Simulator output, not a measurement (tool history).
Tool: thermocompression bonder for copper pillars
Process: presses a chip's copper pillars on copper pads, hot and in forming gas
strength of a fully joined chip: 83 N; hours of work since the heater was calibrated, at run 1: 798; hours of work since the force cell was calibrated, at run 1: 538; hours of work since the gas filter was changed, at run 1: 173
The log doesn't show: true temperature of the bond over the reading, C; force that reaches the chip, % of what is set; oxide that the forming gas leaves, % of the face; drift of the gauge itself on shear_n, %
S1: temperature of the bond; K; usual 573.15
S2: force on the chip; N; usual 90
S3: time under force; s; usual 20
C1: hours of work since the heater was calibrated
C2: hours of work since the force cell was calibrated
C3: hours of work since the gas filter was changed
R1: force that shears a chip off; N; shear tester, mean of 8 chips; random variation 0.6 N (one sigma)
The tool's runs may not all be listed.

| run | hour | S1 | S2 | S3 | C1 | C2 | C3 | R1 |
|---|---|---|---|---|---|---|---|---|
| 1 | 0 | 573.15 | 90 | 20 | 798 | 538 | 173 | 27.2 |
| 2 | 47.4 | 573.15 | 90 | 20 | 822 | 562 | 198 | 27.6 |
| 3 | 88.8 | 573.15 | 90 | 20 | 844 | 584 | 219 | 27.2 |
|  | 117.7 | forming gas filter changed |
| 4 | 128.6 | 578.15 | 90 | 20 | 864 | 604 | 6 | 29.9 |
| 5 | 151.8 | 578.15 | 90 | 20 | 876 | 616 | 18 | 31 |
| 6 | 184.2 | 578.15 | 90 | 20 | 893 | 633 | 35 | 29.2 |
| 7 | 235.9 | 578.15 | 90 | 20 | 920 | 660 | 61 | 29.4 |
| 8 | 289.2 | 573.15 | 90 | 20 | 948 | 688 | 89 | 27.2 |
|  | 332.5 | force cell calibrated |
| 9 | 343.9 | 573.15 | 90 | 22 | 975 | 6 | 117 | 31.5 |
| 10 | 393.1 | 573.15 | 90 | 22 | 1001 | 31 | 142 | 30.1 |
| 11 | 415.8 | 573.15 | 90 | 20 | 1013 | 43 | 154 | 28.6 |
| 12 | 445 | 570.15 | 90 | 20 | 1028 | 58 | 169 | 28.4 |
| 13 | 488.2 | 573.15 | 102 | 20 | 1050 | 81 | 192 | 30.8 |
| 14 | 540 | 573.15 | 102 | 20 | 1077 | 108 | 218 | 30.5 |
|  | 567.9 | forming gas filter changed |
| 15 | 567.9 | 573.15 | 73 | 20 | 1091 | 122 | 0 | 26.1 |
| 16 | 620.2 | 573.15 | 73 | 20 | 1118 | 149 | 27 | 24.8 |
| 17 | 665.2 | 573.15 | 73 | 20 | 1142 | 172 | 51 | 25.5 |
| 18 | 713.6 | 573.15 | 73 | 20 | 1167 | 198 | 76 | 24.8 |
| 19 | 751.6 | 573.15 | 73 | 20 | 1187 | 217 | 95 | 24.8 |
|  | 780.2 | heater calibrated with a thermocouple chip |
| 20 | 782.7 | 573.15 | 73 | 20 | 1 | 232 | 110 | 27.3 |
| 21 | 838.1 | 573.15 | 73 | 20 | 30 | 261 | 139 | 27.5 |
| 22 | 886.1 | 594.15 | 90 | 10 | 55 | 286 | 164 | 29.3 |
| 23 | 922.2 | 594.15 | 90 | 10 | 74 | 305 | 183 | 27.8 |
| 24 | 958.4 | 559.15 | 90 | 20 | 92 | 324 | 202 | 26.7 |
| 25 | 997.5 | 558.15 | 90 | 20 | 113 | 344 | 222 | 26.9 |
|  | 1022 | forming gas filter changed |
| 26 | 1037.9 | 545.15 | 65 | 25 | 134 | 365 | 8 | 20 |
| 27 | 1086.5 | 545.15 | 65 | 25 | 159 | 390 | 33 | 20.2 |
| 28 | 1125.3 | 560.15 | 55 | 26 | 179 | 410 | 54 | 20.5 |
| 29 | 1150.2 | 560.15 | 55 | 26 | 192 | 423 | 67 | 21.8 |
| 30 | 1204.5 | 573.15 | 90 | 20 | 220 | 451 | 95 | 30.7 |
| 31 | 1236.6 | 573.15 | 56 | 10 | 237 | 468 | 111 | 15.1 |
| 32 | 1281.2 | 573.15 | 56 | 10 | 260 | 491 | 135 | 15.3 |
| 33 | 1315.8 | 573.15 | 110 | 13 | 278 | 509 | 152 | 29.4 |
| 34 | 1359 | 573.15 | 96 | 23 | 300 | 531 | 175 | 32.6 |
| 35 | 1401.7 | 573.15 | 60 | 23 | 322 | 553 | 197 | 23.3 |
| 36 | 1448 | 573.15 | 60 | 23 | 346 | 577 | 221 | 23.2 |
|  | 1474.1 | forming gas filter changed |
| 37 | 1481 | 573.15 | 60 | 23 | 363 | 594 | 4 | 24.7 |
| 38 | 1522.3 | 573.15 | 60 | 23 | 385 | 616 | 25 | 22.8 |
| 39 | 1573.6 | 581.15 | 63 | 16 | 411 | 642 | 52 | 22.7 |

3 ways to go on from here, each from the tool as it stands after run 39. What would each give?
| A | 1600.4 | 578.15 | 58 | 31 | 425 | 656 | 66 | ? |
| B | 1600.4 | 599.15 | 90 | 25 | 425 | 656 | 66 | ? |
| C | 1600.4 | 596.15 | 62 | 16 | 425 | 656 | 66 | ? |

| run | R1 |
|---|---|
| A | 27.6 |
| B | 40.3 |
| C | 24.4 |
Without the tool's hidden state the same runs would have given:
| run | R1 |
|---|---|
| A | 30.9 |
| B | 44.5 |
| C | 27.5 |
